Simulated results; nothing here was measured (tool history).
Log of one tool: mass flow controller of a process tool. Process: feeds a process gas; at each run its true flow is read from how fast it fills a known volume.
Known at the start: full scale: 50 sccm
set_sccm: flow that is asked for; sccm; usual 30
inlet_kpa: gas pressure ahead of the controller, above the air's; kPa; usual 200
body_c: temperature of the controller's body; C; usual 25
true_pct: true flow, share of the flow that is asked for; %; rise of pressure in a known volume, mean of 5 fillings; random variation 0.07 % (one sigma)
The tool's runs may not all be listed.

run 1 day=0 | set_sccm=30 inlet_kpa=200 body_c=25 | true_pct=98.9
run 2 day=14.004 | set_sccm=30 inlet_kpa=200 body_c=25 | true_pct=98.9
run 3 day=22.667 | set_sccm=30 inlet_kpa=200 body_c=25 | true_pct=99.03
run 4 day=31.375 | set_sccm=30 inlet_kpa=200 body_c=25 | true_pct=98.83
run 5 day=47.262 | set_sccm=30 inlet_kpa=238 body_c=25 | true_pct=99.07
run 6 day=56.238 | set_sccm=30 inlet_kpa=238 body_c=25 | true_pct=99.11
run 7 day=70.096 | set_sccm=30 inlet_kpa=238 body_c=25 | true_pct=99.1
run 8 day=84.908 | set_sccm=30 inlet_kpa=238 body_c=25 | true_pct=99.04
run 9 day=93.55 | set_sccm=30 inlet_kpa=238 body_c=25 | true_pct=99.07
run 10 day=101.704 | set_sccm=30 inlet_kpa=167 body_c=25 | true_pct=98.68
run 11 day=115.333 | set_sccm=30 inlet_kpa=200 body_c=23 | true_pct=98.68
run 12 day=132.254 | set_sccm=30 inlet_kpa=200 body_c=26 | true_pct=98.99
run 13 day=146.038 | set_sccm=30 inlet_kpa=200 body_c=26 | true_pct=99.03
run 14 day=156.867 | set_sccm=30 inlet_kpa=200 body_c=26 | true_pct=98.99
run 15 day=168.792 | set_sccm=30 inlet_kpa=200 body_c=38 | true_pct=100.25
run 16 day=180.162 | set_sccm=30 inlet_kpa=200 body_c=30 | true_pct=99.49
run 17 day=189.325 | set_sccm=30 inlet_kpa=200 body_c=25 | true_pct=98.9
run 18 day=204 | set_sccm=30 inlet_kpa=200 body_c=25 | true_pct=98.99
run 19 day=220.808 | set_sccm=30 inlet_kpa=200 body_c=37 | true_pct=100.14
run 20 day=232.454 | set_sccm=30 inlet_kpa=268 body_c=24 | true_pct=99.07
-- day=243.058 controller's zero set anew
run 21 day=243.058 | set_sccm=27 inlet_kpa=251 body_c=25 | true_pct=99.05
run 22 day=253.154 | set_sccm=30 inlet_kpa=219 body_c=25 | true_pct=98.97
run 23 day=268.65 | set_sccm=20 inlet_kpa=166 body_c=30 | true_pct=98.69
run 24 day=280.458 | set_sccm=14 inlet_kpa=200 body_c=25 | true_pct=98.1
run 25 day=290.358 | set_sccm=7 inlet_kpa=265 body_c=32 | true_pct=98.5
run 26 day=307.262 | set_sccm=7 inlet_kpa=265 body_c=32 | true_pct=98.65
run 27 day=321.325 | set_sccm=7 inlet_kpa=265 body_c=32 | true_pct=98.63
run 28 day=337.446 | set_sccm=30 inlet_kpa=200 body_c=29 | true_pct=99.35
run 29 day=344.846 | set_sccm=30 inlet_kpa=272 body_c=25 | true_pct=99.23
run 30 day=358.354 | set_sccm=30 inlet_kpa=272 body_c=25 | true_pct=99.27

Forecast run 31:
run 31 day=369.075 | set_sccm=30 inlet_kpa=272 body_c=25 | true_pct=?

Run 31 gave true_pct 99.19 %.
Without the tool's hidden state the same run would have given true_pct 99.18 %.
